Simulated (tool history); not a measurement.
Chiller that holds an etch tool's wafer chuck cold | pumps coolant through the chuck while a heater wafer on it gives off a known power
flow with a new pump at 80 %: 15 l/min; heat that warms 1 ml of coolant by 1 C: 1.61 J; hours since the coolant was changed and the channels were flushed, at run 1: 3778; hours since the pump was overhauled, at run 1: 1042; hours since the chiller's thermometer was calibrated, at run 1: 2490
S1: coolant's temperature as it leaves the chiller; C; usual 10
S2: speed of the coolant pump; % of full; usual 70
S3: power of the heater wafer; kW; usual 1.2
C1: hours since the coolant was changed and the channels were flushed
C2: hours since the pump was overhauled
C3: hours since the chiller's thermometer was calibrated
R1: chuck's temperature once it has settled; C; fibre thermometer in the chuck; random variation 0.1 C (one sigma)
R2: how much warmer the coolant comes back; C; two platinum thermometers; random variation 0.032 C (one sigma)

{"run": 1, "hour": 0.0, "S1": 10, "S2": 70, "S3": 1.2, "C1": 3778, "C2": 1042, "C3": 2490, "R1": 21.9, "R2": 3.54}
{"run": 2, "hour": 98.6, "S1": 10, "S2": 69, "S3": 1.2, "C1": 3876, "C2": 1141, "C3": 2589, "R1": 22.2, "R2": 3.54}
{"run": 3, "hour": 152.1, "S1": 10, "S2": 69, "S3": 1.2, "C1": 3930, "C2": 1194, "C3": 2643, "R1": 22.1, "R2": 3.56}
{"run": 4, "hour": 233.7, "S1": 10, "S2": 69, "S3": 1.2, "C1": 4011, "C2": 1276, "C3": 2724, "R1": 22.3, "R2": 3.58}
{"run": 5, "hour": 292.3, "S1": 10, "S2": 69, "S3": 1.2, "C1": 4070, "C2": 1335, "C3": 2783, "R1": 22.1, "R2": 3.53}
{"run": 6, "hour": 389.9, "S1": 10, "S2": 70, "S3": 1.2, "C1": 4168, "C2": 1432, "C3": 2880, "R1": 22.2, "R2": 3.46}
{"run": 7, "hour": 487.8, "S1": 10, "S2": 70, "S3": 1.2, "C1": 4266, "C2": 1530, "C3": 2978, "R1": 21.9, "R2": 3.45}
{"run": 8, "hour": 568.5, "S1": 10, "S2": 70, "S3": 0.936, "C1": 4346, "C2": 1611, "C3": 3059, "R1": 19.2, "R2": 2.75}
{"run": 9, "hour": 659.7, "S1": 10, "S2": 70, "S3": 0.936, "C1": 4437, "C2": 1702, "C3": 3150, "R1": 19.4, "R2": 2.73}
{"run": 10, "hour": 748.1, "S1": 10, "S2": 70, "S3": 0.936, "C1": 4526, "C2": 1790, "C3": 3239, "R1": 19.4, "R2": 2.75}
{"run": 11, "hour": 813.7, "S1": 10, "S2": 70, "S3": 0.936, "C1": 4591, "C2": 1856, "C3": 3304, "R1": 19.5, "R2": 2.75}
{"run": 12, "hour": 910.8, "S1": 10, "S2": 70, "S3": 0.936, "C1": 4689, "C2": 1953, "C3": 3401, "R1": 19.4, "R2": 2.76}
{"run": 13, "hour": 985.0, "S1": 10, "S2": 70, "S3": 0.936, "C1": 4763, "C2": 2027, "C3": 3475, "R1": 19.6, "R2": 2.77}
{"run": 14, "hour": 1029.2, "S1": 10, "S2": 70, "S3": 0.936, "C1": 4807, "C2": 2071, "C3": 3520, "R1": 19.5, "R2": 2.74}
{"run": 15, "hour": 1119.6, "S1": 7, "S2": 70, "S3": 0.936, "C1": 4897, "C2": 2162, "C3": 3610, "R1": 16.2, "R2": 2.78}
{"run": 16, "hour": 1161.8, "S1": 10, "S2": 70, "S3": 1.2, "C1": 4940, "C2": 2204, "C3": 3652, "R1": 22.3, "R2": 3.53}
{"run": 17, "hour": 1227.5, "S1": 5, "S2": 70, "S3": 1.2, "C1": 5005, "C2": 2270, "C3": 3718, "R1": 17.1, "R2": 3.53}
{"run": 18, "hour": 1304.2, "S1": 12, "S2": 65, "S3": 1.2, "C1": 5082, "C2": 2346, "C3": 3795, "R1": 25, "R2": 3.87}
{"run": 19, "hour": 1364.2, "S1": 2, "S2": 73, "S3": 0.834, "C1": 5142, "C2": 2406, "C3": 3855, "R1": 10.3, "R2": 2.4}
{"run": 20, "hour": 1412.2, "S1": 2, "S2": 73, "S3": 1.766, "C1": 5190, "C2": 2454, "C3": 3903, "R1": 19.5, "R2": 4.95}
{"run": 21, "hour": 1456.8, "S1": 12, "S2": 73, "S3": 1.766, "C1": 5235, "C2": 2499, "C3": 3947, "R1": 29.7, "R2": 4.96}
{"run": 22, "hour": 1533.1, "S1": 12, "S2": 73, "S3": 1.766, "C1": 5311, "C2": 2575, "C3": 4024, "R1": 29.7, "R2": 5.01}
{"run": 23, "hour": 1616.5, "S1": 11, "S2": 89, "S3": 0.719, "C1": 5394, "C2": 2659, "C3": 4107, "R1": 16.8, "R2": 1.66}
{"run": 24, "hour": 1670.2, "S1": 1, "S2": 70, "S3": 1.176, "C1": 5448, "C2": 2712, "C3": 4161, "R1": 13.1, "R2": 3.48}
{"run": 25, "hour": 1752.3, "S1": 4, "S2": 69, "S3": 1.2, "C1": 5530, "C2": 2795, "C3": 4243, "R1": 16.4, "R2": 3.55}
{"run": 26, "hour": 1836.6, "S1": 4, "S2": 69, "S3": 1.2, "C1": 5614, "C2": 2879, "C3": 4327, "R1": 16.4, "R2": 3.58}
{"run": 27, "hour": 1904.3, "S1": 2, "S2": 84, "S3": 1.757, "C1": 5682, "C2": 2946, "C3": 4395, "R1": 17.6, "R2": 4.3}
{"run": 28, "hour": 1983.1, "S1": 12, "S2": 70, "S3": 1.187, "C1": 5761, "C2": 3025, "C3": 4474, "R1": 24.2, "R2": 3.53}
{"run": 29, "hour": 2064.0, "S1": 10, "S2": 81, "S3": 1.651, "C1": 5842, "C2": 3106, "C3": 4554, "R1": 25.3, "R2": 4.09}
{"run": 30, "hour": 2116.9, "S1": 2, "S2": 96, "S3": 1.503, "C1": 5895, "C2": 3159, "C3": 4607, "R1": 14, "R2": 3.11}
{"run": 31, "hour": 2186.9, "S1": 2, "S2": 96, "S3": 1.503, "C1": 5965, "C2": 3229, "C3": 4677, "R1": 14.1, "R2": 3.12}

Forecast each of these 3 alternatives for the next run:
{"run": "A", "hour": 2282.0, "S1": 10, "S2": 78, "S3": 1.2, "C1": 6060, "C2": 3324, "C3": 4772, "R1": "?", "R2": "?"}
{"run": "B", "hour": 2282.0, "S1": 2, "S2": 75, "S3": 0.832, "C1": 6060, "C2": 3324, "C3": 4772, "R1": "?", "R2": "?"}
{"run": "C", "hour": 2282.0, "S1": 0, "S2": 70, "S3": 1.2, "C1": 6060, "C2": 3324, "C3": 4772, "R1": "?", "R2": "?"}

run=A R1=21.4 R2=3.16
run=B R1=10 R2=2.29
run=C R1=12.3 R2=3.56
Without the tool's hidden state the same runs would have given:
run=A R1=20.3 R2=3.07
run=B R1=9.4 R2=2.23
run=C R1=11.2 R2=3.46
